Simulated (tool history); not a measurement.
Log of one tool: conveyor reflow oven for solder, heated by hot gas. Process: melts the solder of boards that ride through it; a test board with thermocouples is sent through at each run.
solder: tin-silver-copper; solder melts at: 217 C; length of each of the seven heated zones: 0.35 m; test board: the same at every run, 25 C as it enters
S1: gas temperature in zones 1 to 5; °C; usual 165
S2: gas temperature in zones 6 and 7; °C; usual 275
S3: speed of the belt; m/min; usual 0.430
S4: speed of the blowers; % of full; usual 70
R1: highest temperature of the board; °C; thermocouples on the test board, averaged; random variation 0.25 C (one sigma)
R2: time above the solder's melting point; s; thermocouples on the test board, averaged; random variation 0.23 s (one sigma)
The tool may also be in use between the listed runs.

run,hour,S1,S2,S3,S4,R1,R2
1,0.0,165,275,0.430,70,259.0,75.1
2,11.2,165,272,0.430,70,255.9,72.8
3,26.1,165,272,0.430,70,255.5,72.9
4,44.1,154,275,0.430,70,256.9,69.8
5,53.0,165,275,0.430,70,258.3,74.9
# hour 71.1: flux residue cleaned out of gas plates and filters
6,75.7,165,287,0.430,70,269.7,83.3
7,88.8,165,287,0.430,70,270.3,83.0
8,104.9,165,275,0.430,70,259.1,75.6
9,122.7,165,275,0.473,70,255.5,65.5
10,133.1,165,275,0.473,70,255.6,65.5
11,152.1,165,275,0.473,70,255.5,65.4
12,167.8,175,275,0.430,54,256.7,77.0
13,179.0,175,275,0.430,54,257.1,77.9
14,197.4,157,271,0.412,70,255.1,73.4
15,211.8,165,275,0.430,66,257.5,74.8
16,222.2,175,275,0.430,70,260.4,80.4
17,234.3,175,275,0.430,70,259.6,80.8
18,246.3,175,275,0.430,53,256.3,77.2
19,263.2,165,275,0.361,65,262.6,95.2
20,281.4,165,275,0.361,65,262.7,95.4
21,298.3,165,275,0.361,65,262.2,94.9

Forecast each of these 5 alternatives for the next run:
A,308.8,179,273,0.366,65,?,?
B,308.8,162,275,0.361,65,?,?
C,308.8,151,268,0.430,70,?,?
D,308.8,161,275,0.361,69,?,?
E,308.8,165,276,0.415,70,?,?

run,R1,R2
A,261.8,99.9
B,262.3,93.6
C,249.8,63.3
D,262.3,93.4
E,259.9,79.7
Without the tool's hidden state the same runs would have given:
run,R1,R2
A,263.8,101.0
B,264.5,95.0
C,252.0,65.2
D,264.4,94.7
E,262.1,81.0
